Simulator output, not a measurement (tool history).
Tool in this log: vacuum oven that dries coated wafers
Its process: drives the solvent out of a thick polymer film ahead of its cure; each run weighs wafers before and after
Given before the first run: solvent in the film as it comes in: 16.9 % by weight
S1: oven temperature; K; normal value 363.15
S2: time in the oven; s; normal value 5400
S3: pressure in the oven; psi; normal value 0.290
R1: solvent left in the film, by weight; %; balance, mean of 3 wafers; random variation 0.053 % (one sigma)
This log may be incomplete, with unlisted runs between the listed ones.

run 1 hour=0.0 | S1=363.15 S2=5400 S3=0.290 | R1=1.87
run 2 hour=31.9 | S1=363.15 S2=2760 S3=0.290 | R1=3.98
run 3 hour=67.9 | S1=374.15 S2=5400 S3=0.290 | R1=0.79
-- hour=82.1 oven's thermocouples calibrated
run 4 hour=102.8 | S1=374.15 S2=5400 S3=0.290 | R1=0.80
run 5 hour=148.0 | S1=374.15 S2=5400 S3=0.290 | R1=0.77
run 6 hour=206.8 | S1=374.15 S2=5400 S3=0.290 | R1=0.78

Estimate the outcome of run 7 from the log above:
run 7 hour=252.1 | S1=368.15 S2=9420 S3=0.294 | R1=?

R1: 0.99 %
With no hidden state in the tool, this same run would have given R1 0.97 %.
